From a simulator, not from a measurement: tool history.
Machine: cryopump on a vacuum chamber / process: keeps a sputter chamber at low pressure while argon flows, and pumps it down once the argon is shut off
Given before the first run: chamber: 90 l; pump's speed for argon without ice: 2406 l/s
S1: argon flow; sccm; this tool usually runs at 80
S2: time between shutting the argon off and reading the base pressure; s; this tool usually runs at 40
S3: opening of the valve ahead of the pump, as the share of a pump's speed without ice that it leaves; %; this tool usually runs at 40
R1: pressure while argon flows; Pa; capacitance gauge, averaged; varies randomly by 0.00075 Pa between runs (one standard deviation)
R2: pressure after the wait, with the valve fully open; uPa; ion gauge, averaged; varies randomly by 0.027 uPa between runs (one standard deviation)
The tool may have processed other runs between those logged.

{"run": 1, "hour": 0.0, "S1": 80, "S2": 40, "S3": 40, "R1": 0.1518, "R2": 2.27}
{"run": 2, "hour": 28.7, "S1": 80, "S2": 40, "S3": 40, "R1": 0.1541, "R2": 2.32}
{"run": 3, "hour": 71.7, "S1": 80, "S2": 40, "S3": 40, "R1": 0.1556, "R2": 2.34}
{"run": 4, "hour": 116.6, "S1": 80, "S2": 40, "S3": 16, "R1": 0.3652, "R2": 2.42}
{"run": 5, "hour": 152.2, "S1": 80, "S2": 40, "S3": 16, "R1": 0.3717, "R2": 2.38}
{"run": 6, "hour": 190.9, "S1": 80, "S2": 40, "S3": 16, "R1": 0.3718, "R2": 2.51}
{"run": 7, "hour": 238.9, "S1": 80, "S2": 40, "S3": 16, "R1": 0.3756, "R2": 2.51}
{"hour": 282.8, "done": "pump warmed up, emptied and cooled again"}
{"run": 8, "hour": 282.8, "S1": 80, "S2": 40, "S3": 16, "R1": 0.3506, "R2": 2.14}
{"run": 9, "hour": 315.1, "S1": 80, "S2": 40, "S3": 16, "R1": 0.3491, "R2": 2.17}
{"run": 10, "hour": 346.6, "S1": 80, "S2": 40, "S3": 16, "R1": 0.3562, "R2": 2.19}
{"run": 11, "hour": 400.2, "S1": 80, "S2": 28, "S3": 16, "R1": 0.3562, "R2": 2.82}
{"hour": 418.7, "done": "leaking fittings of the chamber tightened, without venting"}
{"run": 12, "hour": 453.1, "S1": 40, "S2": 40, "S3": 40, "R1": 0.0731, "R2": 1.26}
{"run": 13, "hour": 487.6, "S1": 80, "S2": 40, "S3": 21, "R1": 0.2746, "R2": 1.27}
{"run": 14, "hour": 533.9, "S1": 80, "S2": 40, "S3": 40, "R1": 0.1485, "R2": 1.28}
{"run": 15, "hour": 600.0, "S1": 80, "S2": 40, "S3": 40, "R1": 0.1504, "R2": 1.32}
{"run": 16, "hour": 651.4, "S1": 80, "S2": 40, "S3": 40, "R1": 0.1533, "R2": 1.29}
{"run": 17, "hour": 679.2, "S1": 80, "S2": 40, "S3": 40, "R1": 0.1557, "R2": 1.36}
{"run": 18, "hour": 716.5, "S1": 80, "S2": 40, "S3": 40, "R1": 0.1574, "R2": 1.4}
{"run": 19, "hour": 744.2, "S1": 35, "S2": 34, "S3": 20, "R1": 0.1313, "R2": 1.58}
{"run": 20, "hour": 808.0, "S1": 80, "S2": 92, "S3": 38, "R1": 0.1685, "R2": 0.81}
{"run": 21, "hour": 860.0, "S1": 108, "S2": 172, "S3": 48, "R1": 0.1876, "R2": 0.59}
{"hour": 917.6, "done": "pump warmed up, emptied and cooled again"}
{"run": 22, "hour": 917.6, "S1": 45, "S2": 277, "S3": 22, "R1": 0.1439, "R2": 0.43}
{"run": 23, "hour": 980.7, "S1": 45, "S2": 277, "S3": 22, "R1": 0.1442, "R2": 0.43}
{"run": 24, "hour": 1014.5, "S1": 80, "S2": 40, "S3": 55, "R1": 0.1064, "R2": 1.36}
{"run": 25, "hour": 1045.9, "S1": 80, "S2": 69, "S3": 59, "R1": 0.0998, "R2": 0.95}
{"run": 26, "hour": 1104.1, "S1": 80, "S2": 56, "S3": 45, "R1": 0.1319, "R2": 1.13}
{"run": 27, "hour": 1144.2, "S1": 80, "S2": 56, "S3": 45, "R1": 0.1322, "R2": 1.15}
{"run": 28, "hour": 1178.9, "S1": 80, "S2": 22, "S3": 48, "R1": 0.1261, "R2": 2.39}
{"run": 29, "hour": 1234.9, "S1": 80, "S2": 110, "S3": 18, "R1": 0.3257, "R2": 0.85}
{"run": 30, "hour": 1270.2, "S1": 66, "S2": 27, "S3": 43, "R1": 0.1184, "R2": 2.03}
{"run": 31, "hour": 1324.9, "S1": 66, "S2": 27, "S3": 43, "R1": 0.1202, "R2": 2.08}
{"run": 32, "hour": 1380.3, "S1": 66, "S2": 129, "S3": 43, "R1": 0.1226, "R2": 0.81}
{"run": 33, "hour": 1438.8, "S1": 66, "S2": 129, "S3": 43, "R1": 0.1248, "R2": 0.85}
{"run": 34, "hour": 1497.3, "S1": 66, "S2": 129, "S3": 43, "R1": 0.1272, "R2": 0.88}

For some of the steps in R1 from one run to the next: how much would appear even if the tool had no hidden state, given the settings, what came in and random variation, and how much remains for the hidden state plus any gauge scatter that the measured result and the result without hidden state don't share?
The hidden state here: pump's speed, % of a pump's without ice; cold plate's temperature, K; leak into the chamber, uPa l/s; drift of the gauge itself on working_pa, %; drift of the gauge itself on base_upa, %.
Run 3 -> 4: S3 40 -> 16. R1 +0.2096 Pa: hidden state +0.0017, all else +0.2079.
Run 7 -> 8: pump warmed up, emptied and cooled again. R1 -0.0250 Pa: hidden state -0.0224, all else -0.0026.
Run 11 -> 12: S1 80 -> 40, S2 28 -> 40, S3 16 -> 40, leaking fittings of the chamber tightened, without venting. R1 -0.2831 Pa: hidden state -0.0014, all else -0.2817.
Run 19 -> 20: S1 35 -> 80, S2 34 -> 92, S3 20 -> 38. R1 +0.0372 Pa: hidden state +0.0126, all else +0.0246.
Run 21 -> 22: S1 108 -> 45, S2 172 -> 277, S3 48 -> 22, pump warmed up, emptied and cooled again. R1 -0.0437 Pa: hidden state -0.0293, all else -0.0144.
Run 29 -> 30: S1 80 -> 66, S2 110 -> 27, S3 18 -> 43. R1 -0.2073 Pa: hidden state -0.0009, all else -0.2064.
